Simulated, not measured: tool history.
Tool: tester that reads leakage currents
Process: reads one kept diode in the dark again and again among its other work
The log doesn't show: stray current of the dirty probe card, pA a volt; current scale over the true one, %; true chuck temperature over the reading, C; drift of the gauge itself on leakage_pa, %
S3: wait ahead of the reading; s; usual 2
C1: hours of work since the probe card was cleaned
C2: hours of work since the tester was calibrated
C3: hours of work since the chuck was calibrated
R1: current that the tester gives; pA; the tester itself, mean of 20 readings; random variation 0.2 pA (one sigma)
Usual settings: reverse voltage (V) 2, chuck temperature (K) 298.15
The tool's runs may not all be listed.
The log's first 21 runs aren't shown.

run 22 hour=564.5 | reverse_voltage_(V)=1.22 chuck_temperature_(K)=302.15 S3=0.76 | C1=947 C2=1107 C3=1284 | R1=69.87
run 23 hour=590.8 | reverse_voltage_(V)=1.22 chuck_temperature_(K)=302.15 S3=0.76 | C1=962 C2=1121 C3=1298 | R1=70.05
run 24 hour=617.6 | reverse_voltage_(V)=2.45 chuck_temperature_(K)=298.15 S3=0.36 | C1=977 C2=1136 C3=1313 | R1=72.58
run 25 hour=651.4 | reverse_voltage_(V)=2.45 chuck_temperature_(K)=298.15 S3=0.36 | C1=995 C2=1155 C3=1332 | R1=72.57
run 26 hour=685.9 | reverse_voltage_(V)=2 chuck_temperature_(K)=298.15 S3=6.34 | C1=1015 C2=1174 C3=1351 | R1=63.16
run 27 hour=702.4 | reverse_voltage_(V)=2 chuck_temperature_(K)=309.15 S3=6.34 | C1=1024 C2=1183 C3=1360 | R1=161.66
run 28 hour=725.2 | reverse_voltage_(V)=1.66 chuck_temperature_(K)=311.15 S3=2.36 | C1=1036 C2=1196 C3=1373 | R1=172.79
run 29 hour=758.1 | reverse_voltage_(V)=2.97 chuck_temperature_(K)=293.15 S3=0.57 | C1=1054 C2=1214 C3=1391 | R1=51.19
run 30 hour=782.8 | reverse_voltage_(V)=15.13 chuck_temperature_(K)=317.15 S3=0.57 | C1=1068 C2=1228 C3=1405 | R1=884.5
run 31 hour=802.5 | reverse_voltage_(V)=15.13 chuck_temperature_(K)=317.15 S3=0.57 | C1=1079 C2=1239 C3=1415 | R1=895.29

5 ways to go on from here, each from the tool as it stands after run 31. What would each give?
run A hour=831 | reverse_voltage_(V)=2.02 chuck_temperature_(K)=311.15 S3=2 | C1=1095 C2=1254 C3=1431 | R1=?
run B hour=831 | reverse_voltage_(V)=15.13 chuck_temperature_(K)=295.15 S3=0.5 | C1=1095 C2=1254 C3=1431 | R1=?
run C hour=831 | reverse_voltage_(V)=1.83 chuck_temperature_(K)=317.15 S3=0.57 | C1=1095 C2=1254 C3=1431 | R1=?
run D hour=831 | reverse_voltage_(V)=3.35 chuck_temperature_(K)=298.15 S3=2 | C1=1095 C2=1254 C3=1431 | R1=?
run E hour=831 | reverse_voltage_(V)=6.2 chuck_temperature_(K)=310.15 S3=2 | C1=1095 C2=1254 C3=1431 | R1=?

run=A R1=190.52
run=B R1=148.59
run=C R1=292.37
run=D R1=83.26
run=E R1=316.18
Without the tool's hidden state the same runs would have given:
run=A R1=190.39
run=B R1=148.44
run=C R1=292.18
run=D R1=83.19
run=E R1=315.95
